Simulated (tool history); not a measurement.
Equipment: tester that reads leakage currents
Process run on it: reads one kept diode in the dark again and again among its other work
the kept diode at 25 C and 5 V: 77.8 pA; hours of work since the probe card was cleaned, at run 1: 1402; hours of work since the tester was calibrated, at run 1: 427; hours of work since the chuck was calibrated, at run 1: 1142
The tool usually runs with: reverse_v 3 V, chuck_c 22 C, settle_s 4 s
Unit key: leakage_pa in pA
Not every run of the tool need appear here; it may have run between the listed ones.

run,hour,reverse_v,chuck_c,settle_s,hours of work since the probe card was cleaned,hours of work since the tester was calibrated,hours of work since the chuck was calibrated,leakage_pa
1,0,3,22,4,1402,427,1142,60.1
2,23.2,3,22,4,1415,440,1155,60.25
3,49.4,3,22,4,1430,455,1170,60.27
4,81.1,3,22,4,1448,473,1188,60.7
5,104.3,3,22,4,1461,486,1201,60.43
6,136.8,3,22,4,1479,504,1219,60.95
7,168.5,16.42,22,4,1497,522,1237,151.09
# hour 190.2: chuck's temperature calibrated
8,208.6,3,27,4,1518,544,10,79.16
9,247.9,3,29,4,1541,566,32,92.41
10,287.8,3,34,4,1563,588,55,133.1
11,324.5,3,34,4,1584,609,76,133.22
12,353.8,3,34,4,1600,625,92,135.19
13,381.8,3,22,4,1616,641,108,55.07
14,408.5,3,22,4,1631,656,123,55.45
15,432.5,3,22,4,1645,670,136,55.48
16,459.6,3,22,4,1660,685,152,55.55
17,494,3,22,4,1679,704,171,55.72
18,533.5,3,22,4,1701,727,193,55.82
19,559.3,3,22,4,1716,741,208,56.19
20,578.3,3,26,4,1727,752,219,75.7
# hour 601.3: probe card cleaned and baked
21,621.2,6.36,29,0.35,11,774,241,126.86
22,641,6.36,29,0.35,22,786,252,127.75
23,659,3,38,6.97,32,796,262,177.95
24,698.5,15.02,36,4.48,55,818,285,317.77
25,732.6,15.02,36,4.48,74,837,304,318.47
26,751.4,13.96,29,8.75,85,848,314,180.66
27,777.1,3.71,30,1.36,99,862,329,106.52
28,797.3,1.56,45,5,110,873,340,221.38
29,815.1,1.56,47,5.49,120,884,350,255.74
30,855.8,1.14,31,0.54,143,906,373,68.25
31,895.3,2.34,56,4.7,166,929,395,568.52
32,929,1.53,22,1.23,185,948,414,38.05
33,970.6,14.56,22,0.53,208,971,438,113.43
34,994.2,14.56,31,0.53,221,984,451,225.74
35,1035,14.56,31,0.53,244,1007,474,226.06

Expected results for the next run?
36,1074.5,15.69,26,7.98,266,1030,496,?

Run 36 produced leakage_pa 156.32 pA.
If the tool had no hidden condition, the same run with the same run-to-run variation would have returned leakage_pa 142.57 pA.
